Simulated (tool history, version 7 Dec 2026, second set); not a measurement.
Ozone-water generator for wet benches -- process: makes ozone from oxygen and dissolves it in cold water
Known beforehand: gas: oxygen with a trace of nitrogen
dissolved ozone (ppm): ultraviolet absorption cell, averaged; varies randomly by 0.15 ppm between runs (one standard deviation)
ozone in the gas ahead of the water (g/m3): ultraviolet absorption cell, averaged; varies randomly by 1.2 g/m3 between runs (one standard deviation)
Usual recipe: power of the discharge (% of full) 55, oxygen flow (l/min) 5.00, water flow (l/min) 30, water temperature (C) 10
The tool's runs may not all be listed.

run   hour  power of the discharge (% of full)  oxygen flow (l/min)  water flow (l/min)  water temperature (C)  dissolved ozone (ppm)  ozone in the gas ahead of the water (g/m3)
  1    0.0                                  55                 5.00                  30                     10                   18.0                                       218.0
  2   22.6                                  55                 5.00                  30                     10                   17.9                                       217.4
  3   42.6                                  55                 5.00                  30                     10                   18.2                                       215.9
  4   68.8                                  55                 5.97                  30                     10                   18.1                                       190.3
  5   93.0                                  55                 5.97                  30                     10                   18.2                                       193.7
  6  135.3                                  55                 5.97                  30                     10                   17.9                                       190.8
  7  158.2                                  55                 5.97                  30                     10                   18.2                                       191.7
  8  195.2                                  55                 5.00                  30                     10                   18.1                                       215.8
  9  217.0                                  77                 5.00                  30                     10                   21.4                                       255.3
 10  250.0                                  77                 5.00                  30                     10                   21.3                                       256.4
 11  271.1                                  77                 5.00                  30                     10                   21.4                                       253.9
 12  294.3                                  77                 5.00                  30                     10                   21.6                                       256.2
 13  336.3                                  77                 5.00                  30                     10                   21.2                                       255.6
 14  362.5                                  77                 5.00                  30                     10                   21.3                                       257.7

The next listed run, before its measurement:
 15  381.6                                  77                 5.00                  30                     10                      ?                                           ?

{"run 15": {"dissolved ozone (ppm)": 21.2, "ozone in the gas ahead of the water (g/m3)": 254.7}}
The same run, on a tool lacking any hidden state, would have yielded dissolved ozone (ppm) 22.4, ozone in the gas ahead of the water (g/m3) 258.6.
